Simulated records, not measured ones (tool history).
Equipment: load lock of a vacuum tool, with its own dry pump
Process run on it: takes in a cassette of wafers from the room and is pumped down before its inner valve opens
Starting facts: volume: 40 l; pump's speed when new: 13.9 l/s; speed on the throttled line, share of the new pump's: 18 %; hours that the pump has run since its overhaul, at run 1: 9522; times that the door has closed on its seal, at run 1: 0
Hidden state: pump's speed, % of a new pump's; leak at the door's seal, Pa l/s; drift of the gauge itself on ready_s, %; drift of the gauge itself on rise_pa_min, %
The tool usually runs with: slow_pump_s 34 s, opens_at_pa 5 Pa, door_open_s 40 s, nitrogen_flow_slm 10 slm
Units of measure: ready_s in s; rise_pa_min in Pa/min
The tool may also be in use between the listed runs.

run	hour	slow_pump_s	opens_at_pa	door_open_s	nitrogen_flow_slm	hours that the pump has run since its overhaul	times that the door has closed on its seal	incoming humidity of the room's air, %	ready_s	rise_pa_min
1	0	34	5	40	10	9522	0	45.2	56.8	0.019
2	278.7	34	5	40	10	9801	1191	45.7	56.5	0.024
3	548.9	34	5	40	10	10071	2345	47.9	56.4	0.02
4	1120.5	34	5	40	10	10643	4786	47	56.2	0.018
5	1683.6	34	5	40	10	11206	7192	47.5	56.5	0.023
6	2242.1	34	5	40	10	11764	9577	47.6	56.4	0.026
7	2571.8	34	5	40	10	12094	10986	44	56.1	0.014
8	2907.6	34	5	40	10	12430	12420	46.9	56.5	0.025
9	3340.7	34	5	40	10	12863	14270	44.5	56.7	0.026
10	3816.1	34	5	40	10	13338	16300	49	56.6	0.025
# hour 4008.7: dry pump taken out, an overhauled one fitted
11	4194.7	34	4	40	10	186	17892	46.1	57.4	0.026
12	4441.3	34	5	40	10	433	18945	45.7	56.8	0.026
13	4711.1	34	5	40	10	702	20098	47.2	56.4	0.017
14	4981.4	34	5	40	44	973	21252	47.7	56.4	0.008
15	5387.8	34	5	40	44	1379	22988	46.3	56.7	0.005
16	5783.2	34	5	40	44	1774	24677	45.7	56.6	0.013
17	6214.7	19	5	40	11	2206	26520	44.3	44	0.016
18	6690.8	19	5	40	11	2682	28554	43.8	44.2	0.019
19	7269.2	19	5	40	11	3261	31025	43	44.1	0.02
20	7686.6	19	5	40	11	3678	32807	45.5	44	0.019
21	8133	19	5	40	11	4124	34714	46.1	44.3	0.02
22	8484.2	44	6	40	11	4476	36214	44.2	64.1	0.019
23	8774.6	44	6	40	11	4766	37455	44.1	63.8	0.018
24	9272.3	44	6	40	11	5264	39581	43	64.5	0.018
25	9687.2	41	6	40	11	5678	41353	43.2	61.5	0.02
26	10183.4	62	7	73	10	6175	43472	45.8	78.1	0.027
# hour 10337.7: door's seal changed, seat wiped
27	10542.2	34	7	40	10	6532	873	41.4	55.3	0.02
28	11102.5	34	7	40	10	7092	3267	45.4	55.6	0.022
29	11576.2	34	7	40	10	7566	5290	43.7	55.9	0.022

Each row is a separate what-if for the run after 29, all from the same tool condition, not one after another. Results?
A	12143.8	34	6	48	5	8134	7715	48.5	?	?
B	12143.8	42	4	40	10	8134	7715	44.4	?	?
C	12143.8	34	7	40	10	8134	7715	43.8	?	?
D	12143.8	34	5	31	10	8134	7715	46.9	?	?
E	12143.8	23	7	238	10	8134	7715	46	?	?

run	ready_s	rise_pa_min
A	55.7	0.024
B	63.6	0.021
C	55.7	0.021
D	56.6	0.017
E	46.6	0.031
With no hidden state in the tool, these same runs would have given:
run	ready_s	rise_pa_min
A	55.7	0.024
B	63.6	0.021
C	55.6	0.021
D	56.6	0.016
E	46.6	0.031

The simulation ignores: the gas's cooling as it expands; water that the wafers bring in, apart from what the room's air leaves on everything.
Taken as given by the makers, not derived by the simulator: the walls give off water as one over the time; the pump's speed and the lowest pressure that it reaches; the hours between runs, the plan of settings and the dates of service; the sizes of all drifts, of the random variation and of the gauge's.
